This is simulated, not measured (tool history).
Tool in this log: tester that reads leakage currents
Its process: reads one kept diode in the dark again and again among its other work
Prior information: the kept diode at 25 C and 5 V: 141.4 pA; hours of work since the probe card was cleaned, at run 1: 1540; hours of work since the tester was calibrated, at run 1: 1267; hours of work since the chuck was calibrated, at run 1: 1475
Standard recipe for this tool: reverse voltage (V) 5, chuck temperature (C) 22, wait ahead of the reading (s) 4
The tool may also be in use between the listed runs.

run	day	reverse voltage (V)	chuck temperature (C)	wait ahead of the reading (s)	hours of work since the probe card was cleaned	hours of work since the tester was calibrated	hours of work since the chuck was calibrated	current that the tester gives (pA)
1	0	5	22	4	1540	1267	1475	99.22
2	2.838	5	22	4	1569	1296	1505	99.25
3	5.85	5	22	4	1601	1328	1536	98.79
# day 8.729: chuck's temperature calibrated
4	9.183	5	22	4.12	1635	1362	5	109.37
5	12.988	5	22	4.12	1674	1401	44	109.29
6	17.242	5	22	4	1719	1445	89	109.08
7	20.992	5	28	4	1758	1485	128	187.81
8	23.271	5	22	4	1782	1508	152	108.52
9	26.388	5	22	0.74	1814	1541	184	110.58
10	29.879	5	22	0.74	1850	1577	220	110.26
11	32.471	5	22	0.74	1877	1604	247	109.79
12	35.571	5	22	4	1910	1636	280	107.74
13	39.808	5	22	4	1954	1681	324	107.07
14	44.025	5	22	4	1998	1725	368	107.32
15	48.029	5	22	4	2040	1766	410	107.11
16	52.792	5	22	4	2089	1816	459	106.73
17	57.754	1.59	22	4	2141	1868	511	70.2
18	60.525	1.59	22	4	2170	1897	540	70.95
19	64.933	1.59	22	4	2216	1943	586	70.81
20	67.746	5	22	4	2245	1972	615	105.82
21	70.617	5	22	4	2275	2002	645	105.76
22	73.433	5	22	4	2304	2031	674	105.61
23	75.683	1.09	24	1.06	2328	2055	698	73.72
24	80.629	18.02	54	4.46	2379	2106	749	2452.54
25	83.271	18.02	54	4.46	2407	2134	777	2445.89
26	86.483	5	22	2.37	2440	2167	810	105.66
27	89.312	5	22	2.37	2470	2197	840	104.41
# day 89.812: tester calibrated
28	91.8	6.17	38	7.59	2495	21	865	459.13
29	94.971	5	52	4	2528	54	898	1327.41
30	98.096	5	34	0.72	2560	86	930	303.81
31	100.683	6.18	27	4	2587	113	957	175.39
32	103.167	13.35	38	2.31	2613	139	983	600.52
33	106.75	19.69	38	2.31	2651	177	1021	686.37
34	109.738	4.96	53	2.31	2682	208	1052	1424.76
35	112.004	5	22	6.51	2705	231	1075	102.11
36	116.275	1.99	25	1.22	2750	276	1120	96.99
# day 116.7: tester calibrated, once more
37	120.112	1.99	25	1.22	2789	36	1159	99.07
38	123.004	18.37	46	0.97	2819	66	1189	1317.36
39	126.754	18.37	46	0.97	2858	105	1228	1310.97

How would selected steps in current that the tester gives (pA) from run to run divide? Give the signed amount a tool lacking its hidden state would still show from settings, what came in and random variation, and the signed amount left for the hidden state, including any gauge scatter that is not in both of the compared results.
Hidden conditions of the tool in this case: stray current of the dirty probe card, pA a volt; current scale over the true one, %; true chuck temperature over the reading, C; drift of the gauge itself on leakage_pa, %.
Run 23 -> 24: reverse voltage (V) 1.09 -> 18.02, chuck temperature (C) 24 -> 54, wait ahead of the reading (s) 1.06 -> 4.46. current that the tester gives (pA) +2378.82: hidden state -88.43, all else +2467.25.
Run 25 -> 26: reverse voltage (V) 18.02 -> 5, chuck temperature (C) 54 -> 22, wait ahead of the reading (s) 4.46 -> 2.37. current that the tester gives (pA) -2340.23: hidden state +91.88, all else -2432.11.
Run 34 -> 35: reverse voltage (V) 4.96 -> 5, chuck temperature (C) 53 -> 22, wait ahead of the reading (s) 2.31 -> 6.51. current that the tester gives (pA) -1322.65: hidden state +85.3, all else -1407.95.
